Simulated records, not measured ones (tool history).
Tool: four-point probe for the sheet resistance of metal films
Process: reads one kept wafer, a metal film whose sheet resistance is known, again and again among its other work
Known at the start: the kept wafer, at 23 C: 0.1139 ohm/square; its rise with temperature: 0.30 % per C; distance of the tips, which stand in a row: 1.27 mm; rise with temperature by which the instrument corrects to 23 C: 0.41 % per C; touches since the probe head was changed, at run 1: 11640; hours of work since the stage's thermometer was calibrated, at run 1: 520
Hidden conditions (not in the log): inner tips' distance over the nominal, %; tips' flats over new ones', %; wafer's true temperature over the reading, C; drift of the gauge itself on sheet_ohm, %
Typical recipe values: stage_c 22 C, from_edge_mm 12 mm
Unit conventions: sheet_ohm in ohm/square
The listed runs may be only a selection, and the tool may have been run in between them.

| run | hour | stage_c | from_edge_mm | touches since the probe head was changed | hours of work since the stage's thermometer was calibrated | sheet_ohm |
|---|---|---|---|---|---|---|
| 1 | 0 | 22 | 12 | 11640 | 520 | 0.115158 |
| 2 | 35.1 | 22 | 12 | 12436 | 548 | 0.115116 |
| 3 | 65.1 | 22 | 12 | 13116 | 572 | 0.115128 |
| 4 | 106.3 | 22 | 12 | 14053 | 604 | 0.11516 |
| 5 | 135.2 | 22 | 12 | 14708 | 627 | 0.115126 |
| 6 | 163.5 | 23 | 12 | 15348 | 650 | 0.115032 |
| 7 | 196.7 | 32 | 12 | 16103 | 676 | 0.113861 |
| 8 | 222.9 | 22 | 12 | 16697 | 697 | 0.115153 |
| 9 | 261.4 | 22 | 12 | 17570 | 728 | 0.115097 |

Run 10, settings as shown, results not yet in. Your forecast:
| 10 | 291.1 | 24 | 41 | 18244 | 751 | ? |

Run 10 produced sheet_ohm 0.114231 ohm/square.
With the hidden condition absent and the run-to-run variation left alone, this run would have shown sheet_ohm 0.113824 ohm/square.

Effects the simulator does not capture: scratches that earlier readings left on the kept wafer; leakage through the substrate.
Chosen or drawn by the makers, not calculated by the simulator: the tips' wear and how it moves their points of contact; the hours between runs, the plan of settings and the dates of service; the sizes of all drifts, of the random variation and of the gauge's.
